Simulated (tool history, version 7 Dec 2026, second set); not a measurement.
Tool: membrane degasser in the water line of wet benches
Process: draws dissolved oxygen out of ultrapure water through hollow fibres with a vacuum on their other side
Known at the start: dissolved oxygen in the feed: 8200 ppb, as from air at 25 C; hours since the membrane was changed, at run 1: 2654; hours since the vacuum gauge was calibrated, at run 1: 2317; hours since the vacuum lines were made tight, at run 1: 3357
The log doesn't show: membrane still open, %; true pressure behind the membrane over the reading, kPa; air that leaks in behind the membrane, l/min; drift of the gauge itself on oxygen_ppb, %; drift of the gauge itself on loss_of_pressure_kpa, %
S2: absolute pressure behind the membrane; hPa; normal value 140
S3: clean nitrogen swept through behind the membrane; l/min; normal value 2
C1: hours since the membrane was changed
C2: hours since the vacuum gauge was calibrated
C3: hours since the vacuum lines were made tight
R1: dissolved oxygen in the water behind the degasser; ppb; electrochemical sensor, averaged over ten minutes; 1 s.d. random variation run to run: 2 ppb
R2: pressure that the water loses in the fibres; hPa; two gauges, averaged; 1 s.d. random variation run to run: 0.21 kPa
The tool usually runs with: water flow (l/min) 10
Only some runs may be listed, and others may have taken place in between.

run 1 hour=0 | water_flow_(l/min)=10 S2=140 S3=2 | C1=2654 C2=2317 C3=3357 | R1=214.4 R2=477
run 2 hour=108 | water_flow_(l/min)=10 S2=140 S3=2 | C1=2762 C2=2425 C3=3465 | R1=217.4 R2=474.4
run 3 hour=233.7 | water_flow_(l/min)=10 S2=140 S3=2 | C1=2888 C2=2550 C3=3591 | R1=217.9 R2=475.4
run 4 hour=356.1 | water_flow_(l/min)=10 S2=140 S3=2 | C1=3010 C2=2673 C3=3713 | R1=213.1 R2=476.4
run 5 hour=442.2 | water_flow_(l/min)=10 S2=140 S3=2 | C1=3096 C2=2759 C3=3799 | R1=214.9 R2=478.5
run 6 hour=615.3 | water_flow_(l/min)=10 S2=146 S3=2 | C1=3269 C2=2932 C3=3972 | R1=223.1 R2=478
run 7 hour=732.2 | water_flow_(l/min)=10 S2=146 S3=2 | C1=3386 C2=3049 C3=4089 | R1=222.9 R2=479.2
run 8 hour=896.9 | water_flow_(l/min)=10 S2=146 S3=2 | C1=3551 C2=3214 C3=4254 | R1=223.3 R2=482.4
run 9 hour=1043.7 | water_flow_(l/min)=10 S2=140 S3=3.04 | C1=3698 C2=3360 C3=4401 | R1=171.8 R2=475.9
run 10 hour=1146.2 | water_flow_(l/min)=10 S2=140 S3=3.04 | C1=3800 C2=3463 C3=4503 | R1=172.2 R2=481.2
run 11 hour=1233.3 | water_flow_(l/min)=10 S2=140 S3=3.04 | C1=3887 C2=3550 C3=4590 | R1=174.9 R2=478.1
run 12 hour=1318.5 | water_flow_(l/min)=10 S2=140 S3=3.04 | C1=3972 C2=3635 C3=4675 | R1=176.8 R2=481.1
-- hour=1474.2 seals of the vacuum lines changed
run 13 hour=1478.3 | water_flow_(l/min)=10 S2=140 S3=3.04 | C1=4130 C2=3793 C3=4 | R1=170.9 R2=480.6
-- hour=1488.6 vacuum gauge calibrated
run 14 hour=1558.1 | water_flow_(l/min)=16 S2=140 S3=2 | C1=4210 C2=70 C3=83 | R1=457.9 R2=769.6
run 15 hour=1694.9 | water_flow_(l/min)=16 S2=140 S3=2 | C1=4346 C2=206 C3=220 | R1=453.1 R2=768.4
run 16 hour=1821.9 | water_flow_(l/min)=16 S2=140 S3=2 | C1=4473 C2=333 C3=347 | R1=457.9 R2=773.8
run 17 hour=1924.8 | water_flow_(l/min)=16 S2=140 S3=2 | C1=4576 C2=436 C3=450 | R1=456.8 R2=766.8
run 18 hour=2061.4 | water_flow_(l/min)=9 S2=160 S3=4.83 | C1=4713 C2=573 C3=587 | R1=120.7 R2=432.9
run 19 hour=2212.8 | water_flow_(l/min)=8 S2=220 S3=2 | C1=4864 C2=724 C3=738 | R1=225.4 R2=384.8
run 20 hour=2361.7 | water_flow_(l/min)=8 S2=220 S3=2.85 | C1=5013 C2=873 C3=887 | R1=174.5 R2=386.3
run 21 hour=2516.9 | water_flow_(l/min)=8 S2=220 S3=2.85 | C1=5168 C2=1028 C3=1042 | R1=172.2 R2=389.6
run 22 hour=2625.1 | water_flow_(l/min)=13 S2=140 S3=1.28 | C1=5277 C2=1136 C3=1150 | R1=419 R2=628.9
run 23 hour=2710.4 | water_flow_(l/min)=13 S2=140 S3=1.28 | C1=5362 C2=1222 C3=1236 | R1=415.9 R2=628.4
run 24 hour=2812.7 | water_flow_(l/min)=12 S2=140 S3=1.47 | C1=5464 C2=1324 C3=1338 | R1=341.6 R2=579.4
run 25 hour=2886.4 | water_flow_(l/min)=6 S2=155 S3=2.34 | C1=5538 C2=1398 C3=1412 | R1=98 R2=290.8
run 26 hour=2985.5 | water_flow_(l/min)=11 S2=314 S3=0.93 | C1=5637 C2=1497 C3=1511 | R1=815.4 R2=536.1
run 27 hour=3111.7 | water_flow_(l/min)=15 S2=170 S3=0.98 | C1=5763 C2=1623 C3=1637 | R1=673.3 R2=730.2
run 28 hour=3275.7 | water_flow_(l/min)=9 S2=140 S3=1.06 | C1=5927 C2=1787 C3=1801 | R1=280.4 R2=434.2
run 29 hour=3445.6 | water_flow_(l/min)=7 S2=126 S3=1.51 | C1=6097 C2=1957 C3=1971 | R1=138.1 R2=340.1
run 30 hour=3606.5 | water_flow_(l/min)=9 S2=140 S3=1 | C1=6258 C2=2118 C3=2132 | R1=295.1 R2=441.5
run 31 hour=3738.9 | water_flow_(l/min)=11 S2=110 S3=3.81 | C1=6390 C2=2250 C3=2264 | R1=171.8 R2=533
run 32 hour=3843.5 | water_flow_(l/min)=11 S2=110 S3=3.81 | C1=6495 C2=2355 C3=2369 | R1=170.9 R2=537
run 33 hour=3970.2 | water_flow_(l/min)=9 S2=210 S3=2.94 | C1=6622 C2=2482 C3=2495 | R1=201.5 R2=441.2

Below are 3 alternative next runs, each starting from the tool's condition after run 33. Predict each:
run A hour=4064.7 | water_flow_(l/min)=7 S2=210 S3=3.84 | C1=6716 C2=2576 C3=2590 | R1=? R2=?
run B hour=4064.7 | water_flow_(l/min)=7 S2=210 S3=2.94 | C1=6716 C2=2576 C3=2590 | R1=? R2=?
run C hour=4064.7 | water_flow_(l/min)=9 S2=210 S3=2.93 | C1=6716 C2=2576 C3=2590 | R1=? R2=?

run=A R1=114.8 R2=339.7
run=B R1=140.1 R2=343.8
run=C R1=206.3 R2=441.6
What these runs would have given with no unlogged condition in the tool:
run=A R1=103.7 R2=325.4
run=B R1=127.8 R2=329.4
run=C R1=187.8 R2=423.2

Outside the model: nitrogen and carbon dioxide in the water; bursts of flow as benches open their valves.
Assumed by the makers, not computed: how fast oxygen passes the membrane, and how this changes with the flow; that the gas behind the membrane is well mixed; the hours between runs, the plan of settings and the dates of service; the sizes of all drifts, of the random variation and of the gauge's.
